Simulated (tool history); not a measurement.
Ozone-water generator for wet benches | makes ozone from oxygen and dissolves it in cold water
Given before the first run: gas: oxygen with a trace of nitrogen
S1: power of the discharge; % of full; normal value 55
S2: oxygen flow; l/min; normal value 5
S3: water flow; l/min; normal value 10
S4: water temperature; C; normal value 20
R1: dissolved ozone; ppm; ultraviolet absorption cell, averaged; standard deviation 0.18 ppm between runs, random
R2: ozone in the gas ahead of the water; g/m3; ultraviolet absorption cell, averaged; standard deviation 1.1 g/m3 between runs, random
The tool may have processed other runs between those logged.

run,day,S1,S2,S3,S4,R1,R2
1,0,55,5,10,20,24,187.7
2,1.821,50,5,10,20,22.1,170
3,4.667,55,5,10,20,24.2,187.2
4,6.421,74,5,10,20,32.2,249.7
5,7.896,55,5,10,20,24.3,186.7
6,9.488,55,5,10,20,24,185.2
7,11.617,55,6.09,10,20,23.6,167.2
8,14.404,55,6.09,10,13,27.2,169
9,17.067,55,6.09,10,13,27.4,166.5
10,19.788,55,6.09,10,13,27.4,167.9
11,21.125,55,5,10,20,24,185.1
12,23.171,55,5,10,20,24.6,185.1
13,24.754,55,5,10,20,24.4,186.3
14,27.325,55,5,14,20,18.5,184.6
15,29.462,55,5,10,20,24.3,183.2
16,31.483,55,5,10,20,24.7,183.8
17,33.242,68,5,14,15,24.5,224.8
# day 33.842: contactor cleaned
18,35.375,68,5,14,15,24.5,225.5
19,38,93,3.4,11,15,40.9,363.5
20,39.933,93,3.4,11,15,40.7,366
21,42.854,93,3.4,11,15,41.1,365.6
22,44.65,49,5,9,20,23.3,164.5
23,47.346,74,5,10,14,35.7,243
24,49.183,59,5,10,14,29.3,194.6
25,52.092,75,5,10,16,35.4,243
# day 53.192: gauge calibrated
26,54.646,52,5,10,12,26.6,176.8
27,56.45,52,5,10,21,22.5,176.5
28,57.979,55,5.72,8,20,27.5,176.3
29,59.458,55,5.72,8,20,27.5,175.3
30,61.454,79,3.06,7,13,52.5,332.6
31,63.208,79,3.06,7,13,52,334.5
# day 65.121: water thermometer calibrated
32,65.621,89,3.15,14,20,29.2,368.5

Some steps in R2 between neighbouring runs. How much of each would the tool show without its hidden state too (settings, what came in, random variation), and how much is left for the hidden state, with any gauge scatter that isn't in both results?
The tool's hidden condition here consists of: yield of the discharge, % of new electrodes'; contactor's efficiency, % of a clean one's; true water temperature over the reading, C; drift of the gauge itself on ozone_ppm, %; drift of the gauge itself on gas_g_m3, %.
Run 18 -> 19: S1 68 -> 93, S2 5 -> 3.4, S3 14 -> 11. R2 +138 g/m3: hidden state -3.4, all else +141.4.
Run 21 -> 22: S1 93 -> 49, S2 3.4 -> 5, S3 11 -> 9, S4 15 -> 20. R2 -201.1 g/m3: hidden state +4.8, all else -205.9.
Run 25 -> 26: S1 75 -> 52, S4 16 -> 12, gauge calibrated. R2 -66.2 g/m3: hidden state +7.1, all else -73.3.
Run 29 -> 30: S1 55 -> 79, S2 5.72 -> 3.06, S3 8 -> 7, S4 20 -> 13. R2 +157.3 g/m3: hidden state -1.1, all else +158.4.
